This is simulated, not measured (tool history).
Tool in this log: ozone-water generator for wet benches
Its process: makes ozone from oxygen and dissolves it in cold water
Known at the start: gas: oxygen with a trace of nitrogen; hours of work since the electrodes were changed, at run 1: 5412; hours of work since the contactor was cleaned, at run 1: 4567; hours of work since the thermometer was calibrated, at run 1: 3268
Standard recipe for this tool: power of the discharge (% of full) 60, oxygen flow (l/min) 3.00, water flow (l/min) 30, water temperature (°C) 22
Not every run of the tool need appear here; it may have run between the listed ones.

| run | hour | power of the discharge (% of full) | oxygen flow (l/min) | water flow (l/min) | water temperature (°C) | hours of work since the electrodes were changed | hours of work since the contactor was cleaned | hours of work since the thermometer was calibrated | dissolved ozone (ppm) | ozone in the gas ahead of the water (g/m3) |
|---|---|---|---|---|---|---|---|---|---|---|
| 1 | 0.0 | 60 | 3.00 | 30 | 22 | 5412 | 4567 | 3268 | 7.2 | 116.6 |
| 2 | 99.6 | 60 | 3.00 | 30 | 22 | 5500 | 4655 | 3357 | 7.2 | 115.8 |
| 3 | 224.9 | 60 | 3.00 | 30 | 22 | 5611 | 4766 | 3467 | 7.3 | 115.6 |
| 4 | 396.0 | 60 | 3.00 | 33 | 22 | 5762 | 4917 | 3619 | 6.4 | 114.9 |
| 5 | 572.4 | 60 | 3.00 | 33 | 22 | 5918 | 5073 | 3775 | 6.6 | 115.9 |
| 6 | 705.8 | 60 | 3.00 | 33 | 22 | 6036 | 5191 | 3893 | 6.4 | 114.5 |
| 7 | 866.0 | 60 | 3.00 | 33 | 26 | 6178 | 5333 | 4035 | 6.3 | 114.2 |
| 8 | 1057.4 | 60 | 3.00 | 33 | 26 | 6347 | 5502 | 4204 | 6.2 | 113.8 |
| 9 | 1163.5 | 60 | 3.56 | 30 | 22 | 6441 | 5596 | 4298 | 7.1 | 101.0 |
|  | 1286.0 | water thermometer calibrated |
| 10 | 1354.8 | 60 | 3.56 | 30 | 22 | 6610 | 5765 | 61 | 7.1 | 101.6 |
| 11 | 1553.1 | 87 | 3.56 | 32 | 14 | 6785 | 5940 | 236 | 8.8 | 127.2 |
| 12 | 1644.0 | 44 | 3.00 | 41 | 22 | 6866 | 6021 | 317 | 4.1 | 91.9 |
|  | 1674.5 | contactor cleaned |
| 13 | 1739.2 | 52 | 2.47 | 41 | 18 | 6947 | 57 | 397 | 4.7 | 113.9 |
| 14 | 1926.3 | 57 | 2.60 | 30 | 15 | 7112 | 223 | 563 | 7.0 | 118.7 |
| 15 | 2031.6 | 61 | 3.00 | 20 | 19 | 7205 | 316 | 656 | 10.2 | 110.6 |
| 16 | 2210.7 | 60 | 3.00 | 38 | 15 | 7364 | 474 | 814 | 5.9 | 109.9 |
| 17 | 2293.4 | 60 | 3.00 | 28 | 22 | 7437 | 547 | 888 | 7.4 | 108.6 |

4 options for the next run, each taken on its own from the tool as it stands now. Forecast them:
| A | 2448.9 | 60 | 3.00 | 20 | 22 | 7574 | 685 | 1025 | ? | ? |
| B | 2448.9 | 60 | 3.00 | 46 | 22 | 7574 | 685 | 1025 | ? | ? |
| C | 2448.9 | 60 | 3.00 | 44 | 22 | 7574 | 685 | 1025 | ? | ? |
| D | 2448.9 | 65 | 3.00 | 47 | 30 | 7574 | 685 | 1025 | ? | ? |

| run | dissolved ozone (ppm) | ozone in the gas ahead of the water (g/m3) |
|---|---|---|
| A | 9.6 | 108.7 |
| B | 4.4 | 107.7 |
| C | 4.7 | 109.4 |
| D | 4.7 | 114.4 |
With no hidden state in the tool, these same runs would have given:
| run | dissolved ozone (ppm) | ozone in the gas ahead of the water (g/m3) |
|---|---|---|
| A | 12.1 | 136.0 |
| B | 5.6 | 134.8 |
| C | 5.9 | 137.0 |
| D | 5.9 | 145.2 |

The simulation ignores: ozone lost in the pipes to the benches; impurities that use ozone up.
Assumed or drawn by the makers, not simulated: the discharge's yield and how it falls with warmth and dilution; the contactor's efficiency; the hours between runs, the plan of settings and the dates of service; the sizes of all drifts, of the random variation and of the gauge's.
